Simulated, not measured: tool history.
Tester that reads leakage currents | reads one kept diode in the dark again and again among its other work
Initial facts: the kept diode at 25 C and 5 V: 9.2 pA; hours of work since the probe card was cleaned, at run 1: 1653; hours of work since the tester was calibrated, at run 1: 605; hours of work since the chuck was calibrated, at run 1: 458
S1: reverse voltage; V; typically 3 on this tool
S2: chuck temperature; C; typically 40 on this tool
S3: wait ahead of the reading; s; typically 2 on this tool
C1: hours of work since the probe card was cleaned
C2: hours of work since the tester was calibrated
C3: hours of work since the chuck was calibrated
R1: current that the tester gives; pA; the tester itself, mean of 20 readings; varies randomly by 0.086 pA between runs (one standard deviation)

run,hour,S1,S2,S3,C1,C2,C3,R1
1,0,3,40,2,1653,605,458,25.24
2,74,3,40,2,1700,652,504,25.16
3,161.7,3,40,2,1755,707,560,25.2
4,287.9,3,40,2,1835,787,639,25.31
5,362.7,3,40,2,1882,834,686,25.19
6,495.7,3,40,2,1966,918,770,25.22
7,587.6,2.72,40,2,2024,976,828,24.13
8,716.2,2.22,40,2,2105,1057,909,22.07
# hour 785.5: chuck's temperature calibrated
9,803.6,2.22,40,2,2159,1111,11,21.61
10,905.7,2.22,40,2,2223,1175,76,21.6
11,1000.1,2.22,40,2,2283,1235,135,21.66
12,1081,7.38,40,2,2334,1286,186,39.37
13,1151.7,3,40,2,2378,1330,231,24.95
# hour 1175.5: probe card cleaned and baked
14,1252.2,3,40,2,48,1392,292,21.31
15,1345.4,3,40,2,107,1450,351,21.21
# hour 1439.3: chuck's temperature calibrated, once more
16,1455.6,3,40,2,175,1519,10,23.94
17,1539.6,1.58,22,0.87,228,1572,63,5.02
18,1626.9,1.58,22,0.87,283,1627,118,5.1
19,1704.1,1.58,22,0.87,332,1675,167,5.11
20,1794.7,11.93,25,0.31,389,1733,224,18.77
21,1896.5,16.91,56,0.62,453,1797,288,139.43
22,1960.3,3,40,3.95,494,1837,329,23.91
23,2035,3,40,5.79,541,1884,376,23.86
24,2116.2,3,40,5.79,592,1935,427,23.93
25,2253.9,1.31,50,1.51,679,2022,514,33.24
26,2324.4,1.31,50,1.51,723,2067,558,33.44
27,2445.2,1.59,48,1.51,800,2143,634,31.58
28,2503.6,1.59,48,1.51,836,2180,671,31.55
29,2593,1.59,48,1.51,893,2236,728,31.45

Had the tool no unlogged condition, and each run kept its random variation, what would the results have been?
Unlogged tool condition in this case: stray current of the dirty probe card, pA a volt; current scale over the true one, %; true chuck temperature over the reading, C; drift of the gauge itself on leakage_pa, %.
run,R1
1,23.29
2,23.2
3,23.21
4,23.31
5,23.17
6,23.17
7,22.32
8,20.69
9,20.66
10,20.64
11,20.7
12,33.19
13,23.26
14,23.28
15,23.14
16,23.32
17,4.77
18,4.83
19,4.8
20,16.3
21,135.55
22,23.23
23,23.17
24,23.22
25,33.21
26,33.46
27,31.54
28,31.54
29,31.48

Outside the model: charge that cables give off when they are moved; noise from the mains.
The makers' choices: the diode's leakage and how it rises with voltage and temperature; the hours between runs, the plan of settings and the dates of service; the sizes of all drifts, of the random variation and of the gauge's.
